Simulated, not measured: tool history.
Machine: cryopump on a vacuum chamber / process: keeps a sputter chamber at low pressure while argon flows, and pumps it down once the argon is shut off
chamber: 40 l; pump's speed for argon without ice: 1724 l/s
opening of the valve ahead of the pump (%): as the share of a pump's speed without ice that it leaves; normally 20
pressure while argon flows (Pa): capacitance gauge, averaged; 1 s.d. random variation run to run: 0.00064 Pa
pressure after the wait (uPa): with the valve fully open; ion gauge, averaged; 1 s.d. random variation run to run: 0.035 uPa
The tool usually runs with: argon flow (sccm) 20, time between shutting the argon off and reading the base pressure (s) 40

run	hour	argon flow (sccm)	time between shutting the argon off and reading the base pressure (s)	opening of the valve ahead of the pump (%)	pressure while argon flows (Pa)	pressure after the wait (uPa)
1	0	20	40	20	0.099	1.98
2	21.6	20	41	20	0.0985	1.97
3	43.2	30	41	20	0.1496	1.91
4	77.8	12	41	20	0.0603	1.93
5	128.1	19	40	20	0.0953	2.02
6	172.7	19	40	20	0.0959	2.08
7	205.8	19	40	20	0.0958	2.09
8	230.3	20	40	20	0.1017	2.11
9	278.4	20	40	20	0.1037	2.08
10	326.8	20	122	20	0.1022	0.99
11	368.4	20	122	20	0.1033	1.02
12	412.7	20	76	20	0.1043	1.39
13	448.9	20	76	20	0.1046	1.39
14	482.5	20	76	20	0.1048	1.43
15	508.7	20	76	20	0.1064	1.44
16	540.9	20	76	20	0.1054	1.44
17	576.4	20	74	20	0.1069	1.48
18	614.4	20	74	20	0.1084	1.5
# hour 633.3: pump warmed up, emptied and cooled again
19	649.5	20	74	20	0.0987	1.34
20	692.6	20	74	20	0.0983	1.35
21	728.7	12	40	36	0.0331	2.18
22	766.3	30	220	41	0.0735	0.82
23	810.1	12	44	47	0.0272	2.07
24	847	22	40	28	0.0795	2.28
25	882.7	22	34	29	0.0779	2.51
26	909.3	15	187	20	0.0756	0.89
27	957	15	187	20	0.0759	0.96
28	992.4	15	125	34	0.0456	1.12
29	1025.5	15	125	34	0.0459	1.16
30	1048.3	15	125	34	0.0472	1.17
31	1088	29	125	34	0.0923	1.21
32	1117.2	29	125	34	0.0926	1.2
33	1151.4	29	125	34	0.0931	1.22
34	1178.5	29	125	34	0.0945	1.25
35	1219.2	29	125	34	0.0962	1.31

Below, some changes in pressure while argon flows (Pa) between adjacent runs. For each, the amount present without the hidden state too (settings, incoming material, random variation) and the amount remaining for the hidden state with gauge scatter not shared by both compared results:
The tool's hidden condition here consists of: pump's speed, % of a pump's without ice; cold plate's temperature, K; leak into the chamber, uPa l/s; drift of the gauge itself on working_pa, %; drift of the gauge itself on base_upa, %.
Run 3 -> 4: argon flow (sccm) 30 -> 12. pressure while argon flows (Pa) -0.0893: hidden state -0.0009, all else -0.0884.
Run 18 -> 19: pump warmed up, emptied and cooled again. pressure while argon flows (Pa) -0.0097: hidden state -0.0089, all else -0.0008.
Run 20 -> 21: argon flow (sccm) 20 -> 12, time between shutting the argon off and reading the base pressure (s) 74 -> 40, opening of the valve ahead of the pump (%) 20 -> 36. pressure while argon flows (Pa) -0.0652: hidden state -0.0001, all else -0.0651.
Run 21 -> 22: argon flow (sccm) 12 -> 30, time between shutting the argon off and reading the base pressure (s) 40 -> 220, opening of the valve ahead of the pump (%) 36 -> 41. pressure while argon flows (Pa) +0.0404: hidden state +0.0017, all else +0.0387.
Run 23 -> 24: argon flow (sccm) 12 -> 22, time between shutting the argon off and reading the base pressure (s) 44 -> 40, opening of the valve ahead of the pump (%) 47 -> 28. pressure while argon flows (Pa) +0.0523: hidden state +0.0015, all else +0.0508.
Run 30 -> 31: argon flow (sccm) 15 -> 29. pressure while argon flows (Pa) +0.0451: hidden state +0.0046, all else +0.0405.
